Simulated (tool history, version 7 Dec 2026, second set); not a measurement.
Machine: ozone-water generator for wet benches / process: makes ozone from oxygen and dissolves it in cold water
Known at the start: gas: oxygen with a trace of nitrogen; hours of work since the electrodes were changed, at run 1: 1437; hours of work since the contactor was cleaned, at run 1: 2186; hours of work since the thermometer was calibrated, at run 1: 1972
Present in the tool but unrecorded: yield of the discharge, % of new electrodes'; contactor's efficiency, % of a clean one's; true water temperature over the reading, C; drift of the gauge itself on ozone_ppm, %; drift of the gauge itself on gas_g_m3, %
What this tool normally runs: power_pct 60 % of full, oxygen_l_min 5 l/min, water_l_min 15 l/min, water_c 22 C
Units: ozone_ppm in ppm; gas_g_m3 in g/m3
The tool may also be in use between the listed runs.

run,hour,power_pct,oxygen_l_min,water_l_min,water_c,hours of work since the electrodes were changed,hours of work since the contactor was cleaned,hours of work since the thermometer was calibrated,ozone_ppm,gas_g_m3
1,0,60,5,15,22,1437,2186,1972,16.2,175.7
2,33.6,60,5,15,22,1466,2215,2001,16.1,175.8
3,71.4,60,5,15,22,1499,2248,2034,16.1,176.4
4,98.8,60,4.61,15,22,1522,2271,2058,15.9,182.3
5,137.5,60,4.61,15,22,1556,2305,2091,15.9,184.2
6,164.4,60,4.61,15,22,1579,2328,2114,16,185.6
7,192.3,60,4.61,15,22,1603,2352,2139,16,186.2
8,211.8,60,5,16,22,1620,2369,2156,15.4,177.6
9,247.8,60,5,16,22,1651,2401,2187,15.2,177
10,282.6,60,5.12,14,22,1682,2431,2217,17,175.1
11,302.8,44,4.37,16,24,1699,2448,2234,11.1,141.8
12,321.8,44,4.37,16,24,1716,2465,2251,11.1,143.5
13,365.6,70,5.88,15,17,1754,2503,2289,20.2,192.2
14,392.3,70,5.88,15,17,1777,2526,2312,20.1,190
15,426,94,3.13,22,16,1806,2555,2341,18.1,326.6
# hour 434.3: contactor cleaned
16,450.9,94,3.13,22,21,1824,14,2359,17.2,329.9
17,489.3,88,6.94,23,21,1857,48,2393,17.5,218.4

The same runs without the tool's hidden state, with the same run-to-run variation:
run,gas_g_m3
1,175.8
2,175.8
3,176.2
4,181.9
5,183.8
6,185
7,185.5
8,176.9
9,176.2
10,174.1
11,141
12,142.5
13,190.8
14,188.5
15,323.8
16,326.9
17,216.3
ozone_ppm: within 0.1 ppm of the measured result in every run.
